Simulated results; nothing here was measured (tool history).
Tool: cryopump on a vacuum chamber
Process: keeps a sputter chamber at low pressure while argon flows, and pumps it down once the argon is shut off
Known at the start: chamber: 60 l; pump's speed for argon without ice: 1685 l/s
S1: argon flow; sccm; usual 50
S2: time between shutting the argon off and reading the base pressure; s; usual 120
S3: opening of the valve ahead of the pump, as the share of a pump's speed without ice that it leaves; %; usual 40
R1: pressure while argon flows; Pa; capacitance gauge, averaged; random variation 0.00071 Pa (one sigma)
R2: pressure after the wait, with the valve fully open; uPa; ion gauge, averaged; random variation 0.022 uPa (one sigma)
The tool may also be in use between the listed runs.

{"run": 1, "hour": 0.0, "S1": 50, "S2": 120, "S3": 40, "R1": 0.1318, "R2": 0.79}
{"run": 2, "hour": 30.9, "S1": 50, "S2": 120, "S3": 40, "R1": 0.1331, "R2": 0.8}
{"run": 3, "hour": 70.4, "S1": 50, "S2": 120, "S3": 40, "R1": 0.133, "R2": 0.83}
{"run": 4, "hour": 92.3, "S1": 50, "S2": 120, "S3": 15, "R1": 0.3411, "R2": 0.79}
{"run": 5, "hour": 133.2, "S1": 50, "S2": 120, "S3": 15, "R1": 0.3434, "R2": 0.85}
{"run": 6, "hour": 171.5, "S1": 50, "S2": 120, "S3": 15, "R1": 0.3384, "R2": 0.79}
{"run": 7, "hour": 209.3, "S1": 50, "S2": 56, "S3": 40, "R1": 0.1336, "R2": 1.4}
{"run": 8, "hour": 252.5, "S1": 50, "S2": 34, "S3": 40, "R1": 0.1328, "R2": 2.07}
{"run": 9, "hour": 282.3, "S1": 50, "S2": 34, "S3": 40, "R1": 0.1349, "R2": 2.09}
{"run": 10, "hour": 315.3, "S1": 50, "S2": 34, "S3": 40, "R1": 0.1345, "R2": 2.05}
{"run": 11, "hour": 345.7, "S1": 50, "S2": 21, "S3": 40, "R1": 0.1332, "R2": 3.2}
{"run": 12, "hour": 383.4, "S1": 50, "S2": 115, "S3": 40, "R1": 0.1354, "R2": 0.85}
{"run": 13, "hour": 405.3, "S1": 50, "S2": 115, "S3": 40, "R1": 0.1355, "R2": 0.8}
{"run": 14, "hour": 438.8, "S1": 50, "S2": 120, "S3": 16, "R1": 0.3251, "R2": 0.82}
{"run": 15, "hour": 476.2, "S1": 37, "S2": 120, "S3": 27, "R1": 0.1442, "R2": 0.82}
{"run": 16, "hour": 500.3, "S1": 48, "S2": 120, "S3": 47, "R1": 0.1121, "R2": 0.85}
{"run": 17, "hour": 525.7, "S1": 44, "S2": 208, "S3": 39, "R1": 0.1224, "R2": 0.66}
{"run": 18, "hour": 552.6, "S1": 39, "S2": 120, "S3": 40, "R1": 0.1059, "R2": 0.81}
{"run": 19, "hour": 594.5, "S1": 40, "S2": 120, "S3": 40, "R1": 0.1075, "R2": 0.84}
{"run": 20, "hour": 622.8, "S1": 71, "S2": 120, "S3": 57, "R1": 0.1407, "R2": 0.85}
{"run": 21, "hour": 665.9, "S1": 61, "S2": 51, "S3": 18, "R1": 0.3529, "R2": 1.56}
{"run": 22, "hour": 709.5, "S1": 61, "S2": 51, "S3": 18, "R1": 0.3554, "R2": 1.5}
{"run": 23, "hour": 736.0, "S1": 50, "S2": 119, "S3": 25, "R1": 0.2137, "R2": 0.88}
{"run": 24, "hour": 763.4, "S1": 50, "S2": 119, "S3": 60, "R1": 0.0956, "R2": 0.85}
{"run": 25, "hour": 784.0, "S1": 50, "S2": 234, "S3": 60, "R1": 0.0971, "R2": 0.63}
{"run": 26, "hour": 826.4, "S1": 32, "S2": 120, "S3": 19, "R1": 0.177, "R2": 0.86}
{"run": 27, "hour": 846.9, "S1": 33, "S2": 107, "S3": 25, "R1": 0.1414, "R2": 0.96}

Forecast each of these 4 alternatives for the next run:
{"run": "A", "hour": 868.8, "S1": 50, "S2": 205, "S3": 17, "R1": "?", "R2": "?"}
{"run": "B", "hour": 868.8, "S1": 50, "S2": 120, "S3": 41, "R1": "?", "R2": "?"}
{"run": "C", "hour": 868.8, "S1": 29, "S2": 27, "S3": 50, "R1": "?", "R2": "?"}
{"run": "D", "hour": 868.8, "S1": 43, "S2": 88, "S3": 25, "R1": "?", "R2": "?"}

run=A R1=0.3071 R2=0.70
run=B R1=0.1360 R2=0.91
run=C R1=0.0660 R2=2.67
run=D R1=0.1849 R2=1.06
Without the tool's hidden state the same runs would have given:
run=A R1=0.2940 R2=0.49
run=B R1=0.1228 R2=0.70
run=C R1=0.0584 R2=2.46
run=D R1=0.1735 R2=0.85

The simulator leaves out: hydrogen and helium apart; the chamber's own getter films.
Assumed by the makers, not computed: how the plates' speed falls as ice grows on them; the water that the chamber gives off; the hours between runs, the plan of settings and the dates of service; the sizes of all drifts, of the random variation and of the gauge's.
